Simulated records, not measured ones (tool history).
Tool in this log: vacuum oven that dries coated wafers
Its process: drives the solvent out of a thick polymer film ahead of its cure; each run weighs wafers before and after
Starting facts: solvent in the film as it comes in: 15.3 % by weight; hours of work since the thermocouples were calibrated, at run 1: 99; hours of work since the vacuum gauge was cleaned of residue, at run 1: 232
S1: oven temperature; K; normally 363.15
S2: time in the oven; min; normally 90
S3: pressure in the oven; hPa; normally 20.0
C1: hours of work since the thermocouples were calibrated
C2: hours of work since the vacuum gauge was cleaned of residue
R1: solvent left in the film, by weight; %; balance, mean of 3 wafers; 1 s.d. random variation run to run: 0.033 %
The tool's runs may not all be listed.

run	hour	S1	S2	S3	C1	C2	R1
1	0.0	363.15	90	20.0	99	232	2.73
2	26.2	363.15	90	16.1	113	246	2.64
3	45.1	363.15	90	20.0	123	256	2.70
4	69.5	363.15	86	20.0	137	269	2.93
5	94.0	363.15	90	20.0	150	283	2.72
6	123.9	363.15	76	20.0	166	299	3.35
7	147.3	363.15	104	20.0	179	312	2.25
8	176.9	363.15	104	20.0	195	328	2.27
9	193.3	352.15	59	13.7	204	337	7.89
10	214.8	352.15	59	13.7	216	349	7.90
11	230.9	348.15	90	25.0	224	357	7.83
12	248.6	367.15	129	70.8	234	367	2.44
13	268.8	367.15	129	70.8	245	378	2.44
14	297.0	358.15	116	20.0	260	393	3.24

What if the next run were any one of these 5? Each begins from the tool's condition after run 14:
A	317.5	376.15	146	77.9	272	405	?
B	317.5	376.15	111	35.2	272	405	?
C	317.5	365.15	90	29.6	272	405	?
D	317.5	378.15	64	10.0	272	405	?
E	317.5	353.15	116	20.0	272	405	?

run	R1
A	1.63
B	0.81
C	2.47
D	0.53
E	4.98
Without the tool's unlogged condition, the same runs would have read:
run	R1
A	1.63
B	0.81
C	2.47
D	0.53
E	4.98
